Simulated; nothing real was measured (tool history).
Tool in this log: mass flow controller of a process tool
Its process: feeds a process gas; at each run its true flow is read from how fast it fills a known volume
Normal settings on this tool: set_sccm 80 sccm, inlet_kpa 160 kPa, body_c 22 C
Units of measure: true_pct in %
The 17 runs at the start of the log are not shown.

Run 18, hour 4773.9: usual settings. Result: true_pct 99.75 %.
Run 19, hour 5166.1: usual settings. Result: true_pct 99.76 %.
Run 20, hour 5336.6: usual settings but body_c 23 C. Result: true_pct 99.87 %.
Run 21, hour 5570.9: usual settings but set_sccm 15 sccm, inlet_kpa 202 kPa, body_c 37 C. Result: true_pct 92.00 %.
At hour 5700.6: controller's zero set anew.
Run 22, hour 5890.2: usual settings but set_sccm 11 sccm, inlet_kpa 162 kPa, body_c 37 C. Result: true_pct 99.74 %.
Run 23, hour 6215.3: usual settings but set_sccm 10 sccm, inlet_kpa 218 kPa, body_c 25 C. Result: true_pct 98.74 %.
Run 24, hour 6609.0: usual settings but set_sccm 35 sccm, inlet_kpa 218 kPa, body_c 25 C. Result: true_pct 99.55 %.
Run 25, hour 6921.4: usual settings but set_sccm 81 sccm, inlet_kpa 261 kPa. Result: true_pct 100.32 %.
Run 26, hour 7094.1: usual settings but set_sccm 81 sccm, inlet_kpa 261 kPa. Result: true_pct 100.38 %.
Run 27, hour 7370.2: usual settings but set_sccm 81 sccm, inlet_kpa 159 kPa, body_c 27 C. Result: true_pct 101.46 %.
Run 28, hour 7765.4: usual settings but set_sccm 57 sccm, body_c 26 C. Result: true_pct 100.59 %.
Run 29, hour 8160.5: usual settings but set_sccm 82 sccm, inlet_kpa 230 kPa, body_c 27 C. Result: true_pct 100.79 %.
Run 30, hour 8345.5: usual settings but set_sccm 82 sccm, inlet_kpa 230 kPa, body_c 27 C. Result: true_pct 100.88 %.
Run 31, hour 8714.7: usual settings but set_sccm 39 sccm, inlet_kpa 260 kPa. Result: true_pct 99.10 %.
Run 32, hour 9023.8: usual settings but inlet_kpa 177 kPa. Result: true_pct 101.05 %.
Run 33, hour 9306.3: usual settings but inlet_kpa 238 kPa, body_c 26 C. Result: true_pct 100.76 %.
Run 34, hour 9558.6: usual settings but set_sccm 21 sccm, inlet_kpa 158 kPa. Result: true_pct 98.76 %.
Run 35, hour 9922.4: usual settings but set_sccm 21 sccm, inlet_kpa 158 kPa. Result: true_pct 98.69 %.
Run 36, hour 10276.5: usual settings but set_sccm 44 sccm, inlet_kpa 217 kPa. Result: true_pct 99.41 %.
Run 37, hour 10631.5: usual settings but set_sccm 59 sccm, inlet_kpa 278 kPa. Result: true_pct 99.59 %.
Run 38, hour 10907.7: usual settings but set_sccm 59 sccm, inlet_kpa 278 kPa. Result: true_pct 99.63 %.

Estimate the outcome of run 39 from the log above:
At hour 10979.5: controller exchanged for a calibrated one.
Run 39, hour 11172.5: usual settings but set_sccm 39 sccm, inlet_kpa 222 kPa, body_c 36 C. Result: true_pct ?.

true_pct: 98.63 %
Had the tool carried no hidden state, the very same run would have given true_pct 98.56 %.

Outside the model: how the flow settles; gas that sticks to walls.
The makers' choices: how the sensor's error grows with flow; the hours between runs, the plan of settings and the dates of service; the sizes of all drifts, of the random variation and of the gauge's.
